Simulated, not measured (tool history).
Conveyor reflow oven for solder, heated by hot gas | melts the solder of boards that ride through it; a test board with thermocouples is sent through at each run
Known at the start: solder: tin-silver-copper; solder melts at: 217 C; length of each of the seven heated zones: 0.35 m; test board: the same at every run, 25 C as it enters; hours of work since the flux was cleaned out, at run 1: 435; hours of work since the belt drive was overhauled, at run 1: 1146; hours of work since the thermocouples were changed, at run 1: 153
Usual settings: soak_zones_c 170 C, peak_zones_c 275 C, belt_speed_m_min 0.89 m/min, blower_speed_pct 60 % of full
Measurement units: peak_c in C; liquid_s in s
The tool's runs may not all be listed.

run    hour  soak_zones_c  peak_zones_c  belt_speed_m_min  blower_speed_pct  hours of work since the flux was cleaned out  hours of work since the belt drive was overhauled  hours of work since the thermocouples were changed  peak_c  liquid_s
  1       0           170           275              0.89                60                                           435                                               1146                                                 153   249.4      32.1
       21.6  -- flux residue cleaned out of gas plates and filters
  2    69.1           170           275              0.89                60                                            25                                               1179                                                 186   249.8      31.9
  3   117.1           170           275              0.89                60                                            49                                               1204                                                 211     250      32.3
  4   188.6           170           275              0.89                60                                            86                                               1240                                                 248   249.5      32.1
  5   248.5           170           275              0.89                60                                           117                                               1271                                                 279   250.4      31.7
  6     320           170           275              0.89                60                                           154                                               1308                                                 316   250.6      32.2
  7   370.1           170           275              0.89                60                                           180                                               1334                                                 342   250.1      32.2
  8   451.2           170           275              0.89                53                                           222                                               1376                                                 383   247.9        31
  9   500.2           170           275              0.89                53                                           247                                               1402                                                 409   248.3      30.5
 10   576.1           170           275              0.89                53                                           287                                               1441                                                 448   248.6      30.1
 11   645.9           170           275              0.89                56                                           323                                               1477                                                 484     249      31.6
 12   702.7           170           275              0.89                60                                           352                                               1506                                                 513   249.8      31.8
 13   783.5           170           275              0.89                60                                           394                                               1548                                                 555     249        32
 14   876.7           170           275              0.89                60                                           442                                               1596                                                 603   249.4      31.8
      886.4  -- flux residue cleaned out of gas plates and filters
 15   942.5           170           275              0.89                60                                            29                                               1627                                                 635   249.8      31.7
 16  1004.6           155           275             0.811                60                                            61                                               1660                                                 667   250.1      32.9
     1047.1  -- belt drive overhauled, speed set with a stopwatch
 17  1069.1           155           275             0.811                60                                            92                                                 11                                                 698     250      32.7
 18  1133.6           155           275             0.811                60                                           126                                                 45                                                 731   249.7      32.7
 19  1197.5           178           264             0.767                67                                           159                                                 78                                                 764   249.1      40.9
 20  1261.4           178           264             0.767                67                                           192                                                111                                                 797   248.7      40.6
 21  1320.8           183           275              0.89                66                                           222                                                141                                                 828   254.4      36.8
 22  1406.6           172           275              0.89                73                                           267                                                186                                                 872   253.1      34.2
     1422.2  -- thermocouples of zones 6 and 7 changed
 23  1465.7           170           275             0.872                60                                           296                                                215                                                  22   250.1      33.1
 24    1556           171           268             1.034                86                                           343                                                262                                                  69   243.3      24.5
 25  1643.4           171           268             1.034                86                                           388                                                307                                                 114   243.9      24.4
 26  1729.2           170           275             0.905                69                                           432                                                351                                                 159   251.3      32.2
     1756.5  -- flux residue cleaned out of gas plates and filters
 27  1825.5           170           275             0.815                69                                            36                                                399                                                 206   254.7      38.4

What if the next run were any one of these 3? Each begins from the tool's condition after run 27:
  A  1872.6           174           275              0.89                60                                            60                                                423                                                 230       ?         ?
  B  1872.6           170           286              0.89                69                                            60                                                423                                                 230       ?         ?
  C  1872.6           172           283             0.856                69                                            60                                                423                                                 230       ?         ?

run  peak_c  liquid_s
  A   251.8      32.9
  B   260.4      37.7
  C   259.8      39.3
Take away the tool's hidden state, keep each run's random variation, and the runs would have read:
run  peak_c  liquid_s
  A   251.8      32.9
  B   260.4      37.7
  C   259.8      39.3
